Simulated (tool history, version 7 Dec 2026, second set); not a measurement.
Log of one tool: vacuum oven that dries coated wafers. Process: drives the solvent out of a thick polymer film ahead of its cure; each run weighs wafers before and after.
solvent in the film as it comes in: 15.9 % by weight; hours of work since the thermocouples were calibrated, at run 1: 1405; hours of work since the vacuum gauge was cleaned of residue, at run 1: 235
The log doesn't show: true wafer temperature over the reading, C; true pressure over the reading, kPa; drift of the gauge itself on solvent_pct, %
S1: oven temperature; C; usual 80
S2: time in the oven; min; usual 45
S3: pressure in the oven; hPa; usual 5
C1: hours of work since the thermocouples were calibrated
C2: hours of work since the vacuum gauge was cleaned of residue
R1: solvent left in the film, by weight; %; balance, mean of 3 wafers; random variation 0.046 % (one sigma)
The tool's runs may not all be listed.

{"run": 1, "hour": 0.0, "S1": 80, "S2": 45, "S3": 5, "C1": 1405, "C2": 235, "R1": 3.22}
{"run": 2, "hour": 27.0, "S1": 80, "S2": 45, "S3": 5, "C1": 1425, "C2": 256, "R1": 3.38}
{"run": 3, "hour": 63.6, "S1": 80, "S2": 45, "S3": 5, "C1": 1454, "C2": 285, "R1": 3.36}
{"run": 4, "hour": 88.2, "S1": 80, "S2": 45, "S3": 5, "C1": 1473, "C2": 304, "R1": 3.36}
{"run": 5, "hour": 121.1, "S1": 80, "S2": 45, "S3": 5, "C1": 1498, "C2": 329, "R1": 3.43}
{"run": 6, "hour": 151.3, "S1": 80, "S2": 45, "S3": 5, "C1": 1522, "C2": 353, "R1": 3.42}
{"run": 7, "hour": 194.2, "S1": 80, "S2": 45, "S3": 5, "C1": 1555, "C2": 386, "R1": 3.5}
{"run": 8, "hour": 220.0, "S1": 80, "S2": 45, "S3": 5, "C1": 1575, "C2": 406, "R1": 3.62}
{"run": 9, "hour": 239.9, "S1": 80, "S2": 23, "S3": 5, "C1": 1591, "C2": 421, "R1": 6.51}
{"run": 10, "hour": 260.4, "S1": 80, "S2": 60, "S3": 5, "C1": 1607, "C2": 437, "R1": 2.37}
{"run": 11, "hour": 287.3, "S1": 67, "S2": 45, "S3": 5, "C1": 1627, "C2": 458, "R1": 7.13}
{"hour": 302.1, "done": "oven's thermocouples calibrated"}
{"run": 12, "hour": 329.3, "S1": 67, "S2": 45, "S3": 5, "C1": 21, "C2": 489, "R1": 6.37}
{"hour": 333.0, "done": "vacuum gauge cleaned of residue and calibrated"}
{"run": 13, "hour": 363.0, "S1": 67, "S2": 45, "S3": 5, "C1": 46, "C2": 23, "R1": 6.41}
{"run": 14, "hour": 408.7, "S1": 80, "S2": 44, "S3": 5, "C1": 82, "C2": 59, "R1": 2.91}
{"run": 15, "hour": 437.6, "S1": 80, "S2": 44, "S3": 5, "C1": 104, "C2": 81, "R1": 2.99}
{"run": 16, "hour": 460.3, "S1": 80, "S2": 44, "S3": 5, "C1": 122, "C2": 99, "R1": 2.96}
{"run": 17, "hour": 492.9, "S1": 80, "S2": 44, "S3": 5, "C1": 147, "C2": 124, "R1": 2.88}
{"run": 18, "hour": 525.4, "S1": 78, "S2": 44, "S3": 16.01, "C1": 172, "C2": 149, "R1": 4.08}
{"hour": 547.7, "done": "vacuum gauge cleaned of residue and calibrated, once more"}
{"run": 19, "hour": 565.2, "S1": 78, "S2": 44, "S3": 17.28, "C1": 202, "C2": 14, "R1": 4.09}
{"run": 20, "hour": 596.5, "S1": 80, "S2": 78, "S3": 10.26, "C1": 226, "C2": 38, "R1": 1.47}
{"run": 21, "hour": 642.5, "S1": 80, "S2": 78, "S3": 10.26, "C1": 262, "C2": 74, "R1": 1.37}
{"run": 22, "hour": 668.7, "S1": 80, "S2": 78, "S3": 10.26, "C1": 282, "C2": 94, "R1": 1.46}
{"run": 23, "hour": 714.0, "S1": 66, "S2": 34, "S3": 5, "C1": 317, "C2": 129, "R1": 7.88}
{"run": 24, "hour": 746.1, "S1": 66, "S2": 46, "S3": 4.07, "C1": 342, "C2": 154, "R1": 6.59}
{"run": 25, "hour": 770.6, "S1": 94, "S2": 52, "S3": 11.2, "C1": 361, "C2": 173, "R1": 0.76}
{"run": 26, "hour": 812.8, "S1": 66, "S2": 52, "S3": 8.92, "C1": 394, "C2": 206, "R1": 6.44}
{"run": 27, "hour": 835.2, "S1": 66, "S2": 52, "S3": 8.92, "C1": 411, "C2": 223, "R1": 6.44}
{"run": 28, "hour": 874.7, "S1": 72, "S2": 29, "S3": 8.92, "C1": 442, "C2": 254, "R1": 7.14}
{"run": 29, "hour": 919.2, "S1": 67, "S2": 29, "S3": 3, "C1": 476, "C2": 288, "R1": 8.11}
{"run": 30, "hour": 950.0, "S1": 95, "S2": 52, "S3": 3.79, "C1": 500, "C2": 312, "R1": 0.42}
{"run": 31, "hour": 973.4, "S1": 95, "S2": 52, "S3": 3.79, "C1": 518, "C2": 330, "R1": 0.35}

Some steps in R1 between neighbouring runs. How much of each would the tool show without its hidden state too (settings, what came in, random variation), and how much is left for the hidden state, with any gauge scatter that isn't in both results?
Run 10 -> 11: S1 80 -> 67, S2 60 -> 45. R1 +4.76 %: hidden state +0.31, all else +4.45.
Run 11 -> 12: oven's thermocouples calibrated. R1 -0.76 %: hidden state -0.79, all else +0.03.
Run 22 -> 23: S1 80 -> 66, S2 78 -> 34, S3 10.26 -> 5. R1 +6.42 %: hidden state +0.15, all else +6.27.
Run 24 -> 25: S1 66 -> 94, S2 46 -> 52, S3 4.07 -> 11.2. R1 -5.83 %: hidden state -0.29, all else -5.54.
Run 25 -> 26: S1 94 -> 66, S3 11.2 -> 8.92. R1 +5.68 %: hidden state +0.34, all else +5.34.
Run 29 -> 30: S1 67 -> 95, S2 29 -> 52, S3 3 -> 3.79. R1 -7.69 %: hidden state -0.3, all else -7.39.

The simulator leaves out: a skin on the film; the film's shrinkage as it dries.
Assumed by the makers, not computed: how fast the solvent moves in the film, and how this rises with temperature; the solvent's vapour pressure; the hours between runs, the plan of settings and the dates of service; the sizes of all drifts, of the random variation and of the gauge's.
